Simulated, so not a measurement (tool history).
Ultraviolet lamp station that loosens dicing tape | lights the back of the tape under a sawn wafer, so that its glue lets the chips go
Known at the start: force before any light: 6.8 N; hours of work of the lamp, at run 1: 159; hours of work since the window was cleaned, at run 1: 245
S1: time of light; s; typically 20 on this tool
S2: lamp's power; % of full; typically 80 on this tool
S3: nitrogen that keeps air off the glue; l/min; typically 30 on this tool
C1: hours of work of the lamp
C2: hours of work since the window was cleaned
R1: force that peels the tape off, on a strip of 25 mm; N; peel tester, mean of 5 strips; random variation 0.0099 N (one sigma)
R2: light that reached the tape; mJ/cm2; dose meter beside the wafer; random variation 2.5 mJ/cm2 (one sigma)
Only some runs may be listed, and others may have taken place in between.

run,day,S1,S2,S3,C1,C2,R1,R2
1,0.000,20,80,30,159,245,0.627,239
2,0.429,20,82,30,164,250,0.622,247
3,0.796,20,75,30,168,254,0.756,230
4,1.129,20,80,39,172,258,0.563,244
5,1.371,13,80,30,175,261,1.419,155
6,1.808,16,80,30,180,266,1.032,188
7,2.254,16,80,30,185,271,1.044,185
8,2.779,20,80,11,191,277,1.308,230
# day 3.012: window cleaned of glue's vapour
9,3.329,20,80,11,197,4,1.132,260
10,3.629,20,84,30,200,7,0.551,272
11,4.038,20,80,30,205,12,0.579,259
12,4.579,20,80,30,211,18,0.565,257
13,4.821,13,80,30,214,21,1.249,168
14,5.162,13,80,30,218,24,1.323,163
15,5.458,13,80,30,221,28,1.310,163
16,5.883,13,80,30,226,33,1.294,160
17,6.200,20,80,13,229,36,1.095,253
18,6.517,20,80,49,233,40,0.432,251
19,6.867,20,80,30,237,44,0.619,245
20,7.171,20,80,30,240,47,0.618,250
21,7.475,20,80,30,244,51,0.610,246
22,8.029,20,80,30,250,57,0.623,246
23,8.392,16,61,15,254,61,2.147,150
24,8.725,11,82,24,258,65,1.786,137
25,9.279,11,82,24,264,71,1.881,136
26,9.650,11,82,24,269,75,1.910,138
27,10.171,23,73,21,275,81,0.766,251
28,10.462,23,73,21,278,85,0.767,250
29,10.717,21,77,52,281,87,0.480,239
30,11.033,21,77,52,284,91,0.472,237
31,11.362,12,70,41,288,95,1.608,123
32,11.854,30,64,53,294,100,0.349,280
33,12.375,30,64,53,300,106,0.363,279
34,12.642,30,64,53,303,109,0.341,281
35,13.162,20,71,10,309,115,1.744,203
36,13.421,20,80,56,311,118,0.489,226
37,13.954,20,80,56,318,124,0.505,222
38,14.479,20,78,22,323,130,0.937,218
39,14.750,20,78,22,327,133,0.952,219

Run 40 is up next; what results do you expect?
40,15.033,19,79,27,330,137,?,?

{"run 40": {"R1": 0.925, "R2": 213}}
Without the tool's hidden state the same run would have given R1 0.536 N, R2 284 mJ/cm2.

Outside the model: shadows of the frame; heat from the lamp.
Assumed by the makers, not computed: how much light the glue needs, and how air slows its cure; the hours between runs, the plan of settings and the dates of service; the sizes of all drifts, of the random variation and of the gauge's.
